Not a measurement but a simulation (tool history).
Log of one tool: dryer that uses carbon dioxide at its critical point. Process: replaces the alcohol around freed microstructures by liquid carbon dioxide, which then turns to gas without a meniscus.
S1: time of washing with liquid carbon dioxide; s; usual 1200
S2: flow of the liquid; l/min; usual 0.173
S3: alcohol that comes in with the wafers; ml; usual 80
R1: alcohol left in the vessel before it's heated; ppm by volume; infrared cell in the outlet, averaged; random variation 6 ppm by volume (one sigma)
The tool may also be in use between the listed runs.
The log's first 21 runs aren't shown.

run 22 hour=344.3 | S1=1200 S2=0.168 S3=80 | R1=702
-- hour=359.8 inlet filter changed
run 23 hour=367.9 | S1=1140 S2=0.245 S3=87 | R1=45
run 24 hour=384.7 | S1=780 S2=0.218 S3=52 | R1=466
run 25 hour=395.5 | S1=1800 S2=0.119 S3=80 | R1=263
run 26 hour=411.8 | S1=1800 S2=0.119 S3=80 | R1=280
run 27 hour=424.6 | S1=1800 S2=0.119 S3=80 | R1=279
run 28 hour=444 | S1=1800 S2=0.119 S3=59 | R1=227
run 29 hour=466.1 | S1=780 S2=0.12 S3=50 | R1=5931
run 30 hour=478.7 | S1=1860 S2=0.106 S3=27 | R1=193
run 31 hour=488.6 | S1=1860 S2=0.106 S3=27 | R1=204
run 32 hour=512 | S1=1620 S2=0.24 S3=21 | R1=45
run 33 hour=526.6 | S1=720 S2=0.265 S3=73 | R1=370
run 34 hour=548.8 | S1=720 S2=0.265 S3=73 | R1=385
run 35 hour=559.9 | S1=720 S2=0.147 S3=47 | R1=4038
run 36 hour=577.2 | S1=1020 S2=0.147 S3=87 | R1=1980
run 37 hour=599.6 | S1=1020 S2=0.173 S3=80 | R1=796
run 38 hour=618.2 | S1=1860 S2=0.132 S3=80 | R1=161
run 39 hour=638.1 | S1=1860 S2=0.132 S3=80 | R1=164
run 40 hour=654.5 | S1=780 S2=0.152 S3=87 | R1=5174
run 41 hour=677.5 | S1=780 S2=0.152 S3=87 | R1=5330
run 42 hour=693.2 | S1=720 S2=0.152 S3=24 | R1=1976
run 43 hour=710.2 | S1=900 S2=0.109 S3=46 | R1=5762
run 44 hour=733.8 | S1=1200 S2=0.173 S3=56 | R1=298

3 ways to go on from here, each from the tool as it stands after run 44. What would each give?
run A hour=747.1 | S1=1200 S2=0.289 S3=25 | R1=?
run B hour=747.1 | S1=1860 S2=0.173 S3=80 | R1=?
run C hour=747.1 | S1=1200 S2=0.289 S3=79 | R1=?

run=A R1=50
run=B R1=70
run=C R1=54
Without the tool's hidden state the same runs would have given:
run=A R1=1
run=B R1=16
run=C R1=4
